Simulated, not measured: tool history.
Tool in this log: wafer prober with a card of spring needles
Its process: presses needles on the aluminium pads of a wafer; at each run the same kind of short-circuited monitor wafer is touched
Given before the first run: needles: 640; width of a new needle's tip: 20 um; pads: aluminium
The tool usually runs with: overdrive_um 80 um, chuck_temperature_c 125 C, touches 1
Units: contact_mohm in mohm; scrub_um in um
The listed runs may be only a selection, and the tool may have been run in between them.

run	day	overdrive_um	chuck_temperature_c	touches	contact_mohm	scrub_um
1	0	80	125	1	160	22.13
# day 0.225: tips cleaned on abrasive film
# day 0.571: tips cleaned on abrasive film
# day 0.896: tips cleaned on abrasive film
# day 1.233: tips cleaned on abrasive film
2	1.258	80	125	1	159	22.26
# day 1.533: tips cleaned on abrasive film
# day 1.896: tips cleaned on abrasive film
3	2.146	80	81	1	152	22.17
# day 2.208: tips cleaned on abrasive film
# day 2.558: tips cleaned on abrasive film
# day 2.921: tips cleaned on abrasive film
4	3.112	80	125	1	163	22.17
# day 3.262: tips cleaned on abrasive film
# day 3.612: tips cleaned on abrasive film
5	3.679	80	125	1	158	22.05
# day 3.838: height of the first contact set anew
# day 3.967: tips cleaned on abrasive film
# day 4.329: tips cleaned on abrasive film
6	4.371	80	125	1	161	22.13
# day 4.65: tips cleaned on abrasive film
7	4.879	80	125	1	159	22.13
# day 4.954: tips cleaned on abrasive film
# day 5.312: tips cleaned on abrasive film
# day 5.638: tips cleaned on abrasive film
8	5.638	80	49	1	146	22.24
# day 5.996: tips cleaned on abrasive film
# day 6.354: tips cleaned on abrasive film
# day 6.683: tips cleaned on abrasive film
9	6.775	80	96	1	155	22.07
# day 6.979: tips cleaned on abrasive film
# day 7.321: tips cleaned on abrasive film
10	7.546	80	125	1	160	22.13
# day 7.683: tips cleaned on abrasive film
# day 8.021: tips cleaned on abrasive film
11	8.133	80	125	1	160	22.12
# day 8.354: tips cleaned on abrasive film
# day 8.717: tips cleaned on abrasive film
12	8.896	80	125	1	158	22.07
# day 9.046: tips cleaned on abrasive film
# day 9.417: tips cleaned on abrasive film
13	9.521	80	125	1	158	22.11
# day 9.742: tips cleaned on abrasive film
# day 10.071: tips cleaned on abrasive film
# day 10.438: tips cleaned on abrasive film
# day 10.779: tips cleaned on abrasive film
14	10.779	80	125	1	157	22
# day 11.129: tips cleaned on abrasive film
# day 11.475: tips cleaned on abrasive film
15	11.625	78	125	2	160	21.49
# day 11.829: tips cleaned on abrasive film
# day 12.175: tips cleaned on abrasive film
16	12.354	68	99	2	154	18.74
# day 12.504: tips cleaned on abrasive film
# day 12.875: tips cleaned on abrasive film
# day 13.171: tips cleaned on abrasive film
17	13.204	68	99	2	156	18.71
# day 13.496: tips cleaned on abrasive film
18	13.729	68	99	2	155	18.76
# day 13.804: tips cleaned on abrasive film
# day 14.154: tips cleaned on abrasive film
# day 14.488: tips cleaned on abrasive film
19	14.721	68	99	2	155	18.65
# day 14.8: tips cleaned on abrasive film
# day 15.117: tips cleaned on abrasive film
# day 15.417: tips cleaned on abrasive film
20	15.417	79	33	1	145	21.74
# day 15.783: tips cleaned on abrasive film
# day 16.129: tips cleaned on abrasive film
# day 16.5: tips cleaned on abrasive film
21	16.542	72	82	1	152	19.83
# day 16.812: tips cleaned on abrasive film
# day 17.175: tips cleaned on abrasive film
# day 17.525: tips cleaned on abrasive film
22	17.75	72	98	1	157	19.68
# day 17.888: tips cleaned on abrasive film
# day 18.183: tips cleaned on abrasive film
# day 18.475: height of the first contact set anew
# day 18.55: tips cleaned on abrasive film
23	18.767	72	98	1	155	19.78
# day 18.9: tips cleaned on abrasive film
# day 19.242: tips cleaned on abrasive film
# day 19.592: tips cleaned on abrasive film
24	19.871	72	98	1	156	19.85
# day 19.95: tips cleaned on abrasive film
# day 20.308: tips cleaned on abrasive film
# day 20.679: tips cleaned on abrasive film
25	20.708	78	95	2	152	21.36
# day 20.996: tips cleaned on abrasive film
26	21.225	78	95	2	156	21.2

What does the tool deliver on the next run?
# day 21.3: tips cleaned on abrasive film
# day 21.638: tips cleaned on abrasive film
# day 21.975: tips cleaned on abrasive film
27	22.021	78	83	2	?	?

contact_mohm: 153 mohm
scrub_um: 21.35 um
Without the tool's hidden state the same run would have given contact_mohm 152 mohm, scrub_um 21.64 um.
